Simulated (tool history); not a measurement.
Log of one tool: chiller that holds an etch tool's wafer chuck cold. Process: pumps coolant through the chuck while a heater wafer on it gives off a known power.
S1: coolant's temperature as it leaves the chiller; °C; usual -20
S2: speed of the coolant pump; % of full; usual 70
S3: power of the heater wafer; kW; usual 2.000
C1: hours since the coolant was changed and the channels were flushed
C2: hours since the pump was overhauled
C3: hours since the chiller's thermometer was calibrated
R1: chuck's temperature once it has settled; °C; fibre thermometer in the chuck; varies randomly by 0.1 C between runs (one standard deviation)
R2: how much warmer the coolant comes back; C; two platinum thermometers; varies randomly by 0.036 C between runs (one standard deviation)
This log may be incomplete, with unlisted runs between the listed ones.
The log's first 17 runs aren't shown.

run 18 hour=2487.3 | S1=-17 S2=90 S3=2.338 | C1=3345 C2=10015 C3=2330 | R1=-0.7 R2=5.50
run 19 hour=2651.9 | S1=-17 S2=90 S3=2.338 | C1=3510 C2=10180 C3=2494 | R1=-0.9 R2=5.49
run 20 hour=2842.1 | S1=-17 S2=90 S3=2.338 | C1=3700 C2=10370 C3=2684 | R1=-0.8 R2=5.48
run 21 hour=3042.1 | S1=-28 S2=86 S3=1.593 | C1=3900 C2=10570 C3=2884 | R1=-16.6 R2=3.71
run 22 hour=3189.2 | S1=-14 S2=89 S3=1.073 | C1=4047 C2=10717 C3=3032 | R1=-6.6 R2=2.27
run 23 hour=3346.7 | S1=-14 S2=70 S3=1.073 | C1=4205 C2=10874 C3=3189 | R1=-5.0 R2=3.02
-- hour=3361.1 chiller's thermometer calibrated
run 24 hour=3501.5 | S1=-14 S2=70 S3=1.073 | C1=4359 C2=11028 C3=140 | R1=-5.0 R2=2.99
-- hour=3577.5 gauge calibrated
run 25 hour=3633.5 | S1=-14 S2=70 S3=1.073 | C1=4491 C2=11160 C3=272 | R1=-5.0 R2=3.44
run 26 hour=3811.2 | S1=-20 S2=84 S3=2.000 | C1=4668 C2=11338 C3=450 | R1=-5.4 R2=5.32
run 27 hour=3974.8 | S1=-10 S2=94 S3=2.725 | C1=4832 C2=11501 C3=614 | R1=8.2 R2=6.42
run 28 hour=4105.9 | S1=-20 S2=81 S3=1.692 | C1=4963 C2=11633 C3=745 | R1=-7.5 R2=4.64
run 29 hour=4257.2 | S1=-25 S2=70 S3=1.103 | C1=5114 C2=11784 C3=896 | R1=-15.8 R2=3.39
run 30 hour=4396.1 | S1=-25 S2=70 S3=1.103 | C1=5253 C2=11923 C3=1035 | R1=-15.8 R2=3.43
run 31 hour=4504.3 | S1=-29 S2=94 S3=1.184 | C1=5361 C2=12031 C3=1143 | R1=-21.1 R2=2.69

3 options for the next run, each taken on its own from the tool as it stands now. Forecast them:
-- hour=4558.4 coolant pump overhauled
run A hour=4632.4 | S1=-20 S2=70 S3=2.918 | C1=5484 C2=74 C3=1266 | R1=? R2=?
-- hour=4558.4 coolant pump overhauled
run B hour=4632.4 | S1=-15 S2=90 S3=1.474 | C1=5484 C2=74 C3=1266 | R1=? R2=?
-- hour=4558.4 coolant pump overhauled
run C hour=4632.4 | S1=-20 S2=72 S3=2.428 | C1=5484 C2=74 C3=1266 | R1=? R2=?

run=A R1=4.3 R2=9.16
run=B R1=-4.7 R2=3.52
run=C R1=-0.2 R2=7.41
Without the tool's hidden state the same runs would have given:
run=A R1=4.2 R2=9.30
run=B R1=-4.8 R2=3.66
run=C R1=-0.2 R2=7.55

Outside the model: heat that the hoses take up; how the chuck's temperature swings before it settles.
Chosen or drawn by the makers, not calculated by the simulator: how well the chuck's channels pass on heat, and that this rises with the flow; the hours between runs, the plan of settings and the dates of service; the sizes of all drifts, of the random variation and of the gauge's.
